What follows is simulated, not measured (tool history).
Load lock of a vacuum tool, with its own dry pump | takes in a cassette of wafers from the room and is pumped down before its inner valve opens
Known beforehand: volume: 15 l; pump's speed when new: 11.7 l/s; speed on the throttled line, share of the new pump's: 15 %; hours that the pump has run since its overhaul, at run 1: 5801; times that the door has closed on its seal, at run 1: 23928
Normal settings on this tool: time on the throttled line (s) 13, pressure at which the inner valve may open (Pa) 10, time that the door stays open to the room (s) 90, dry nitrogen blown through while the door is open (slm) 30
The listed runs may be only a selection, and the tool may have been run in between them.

run	hour	time on the throttled line (s)	pressure at which the inner valve may open (Pa)	time that the door stays open to the room (s)	dry nitrogen blown through while the door is open (slm)	hours that the pump has run since its overhaul	times that the door has closed on its seal	incoming humidity of the room's air, %	time from the closed door until the inner valve may open (s)	rise of the pressure with all valves shut (Pa/min)
1	0.0	13	10	90	30	5801	23928	46.6	24.0	0.229
2	407.7	13	10	90	30	6209	25610	46.7	24.4	0.250
3	718.0	13	10	90	30	6519	26890	43.1	24.3	0.262
4	1030.1	13	10	62	30	6831	28177	47.0	24.5	0.271
5	1365.0	13	10	62	30	7166	29558	47.0	24.3	0.282
6	1651.3	13	10	62	30	7452	30739	43.6	24.5	0.294
7	2036.5	13	10	62	30	7838	32328	46.1	24.6	0.318
8	2507.7	13	10	90	30	8309	34272	43.7	24.9	0.352
# hour 2939.2: door's seal changed, seat wiped
9	2943.5	8	10	90	30	8743	18	46.8	20.6	0.065
10	3382.6	13	10	90	30	9182	1829	43.1	24.6	0.070
11	3833.7	13	10	90	30	9633	3690	49.4	25.0	0.078
12	4305.5	13	10	90	30	10105	5636	45.7	25.2	0.086
13	4665.1	13	10	26	30	10465	7119	45.6	25.3	0.063
14	5101.3	13	10	26	30	10901	8918	43.9	25.5	0.082
15	5566.2	13	10	26	30	11366	10836	45.0	25.6	0.090
16	5769.1	13	10	26	30	11569	11673	46.4	25.7	0.102
17	6053.7	15	10	26	30	11853	12847	49.0	27.4	0.108
18	6254.0	15	10	26	30	12054	13673	43.8	27.5	0.108
19	6643.1	15	10	26	30	12443	15278	44.2	27.5	0.122
20	6836.3	15	10	26	30	12636	16075	42.3	27.5	0.126
# hour 7148.4: dry pump taken out, an overhauled one fitted
21	7254.9	15	10	26	30	107	17777	45.8	25.0	0.142
22	7647.0	15	12	26	10	499	19394	44.7	24.9	0.181
23	7947.4	17	10	90	8	799	20633	42.5	26.8	0.222
24	8241.3	6	10	65	30	1093	21845	43.9	17.3	0.196
25	8666.5	13	10	65	7	1518	23599	42.6	23.6	0.251
26	9044.3	22	17	72	30	1896	25158	45.9	30.4	0.237
27	9343.8	22	17	72	30	2195	26393	47.9	30.3	0.252
28	9605.4	8	19	30	18	2457	27472	42.1	18.4	0.253
29	10004.9	6	17	30	31	2857	29120	42.9	17.2	0.262
30	10276.2	13	20	30	31	3128	30239	42.9	22.8	0.275
31	10680.6	13	10	90	7	3532	31907	48.4	23.7	0.369
32	11142.1	13	11	90	4	3994	33810	41.9	23.8	0.395
33	11432.8	13	10	90	9	4284	35009	45.5	23.9	0.403
# hour 11671.9: door's seal changed, seat wiped
34	11869.9	9	8	30	10	4720	817	46.7	21.3	0.070
35	12172.3	13	7	104	5	5022	2064	46.0	24.8	0.126
36	12496.6	8	10	148	30	5347	3402	44.7	20.2	0.087
37	12727.3	13	10	148	30	5577	4354	43.4	24.4	0.090
38	12971.4	13	10	148	30	5821	5360	41.7	24.5	0.090

3 options for the next run, each taken on its own from the tool as it stands now. Forecast them:
A	13176.4	13	15	148	30	6027	6206	43.7	?	?
B	13176.4	13	17	90	30	6027	6206	44.1	?	?
C	13176.4	23	10	90	30	6027	6206	48.2	?	?

run	time from the closed door until the inner valve may open (s)	rise of the pressure with all valves shut (Pa/min)
A	23.8	0.097
B	23.6	0.089
C	32.7	0.095
Take away the tool's hidden state, keep each run's random variation, and the runs would have read:
run	time from the closed door until the inner valve may open (s)	rise of the pressure with all valves shut (Pa/min)
A	22.5	0.069
B	22.3	0.060
C	31.4	0.067
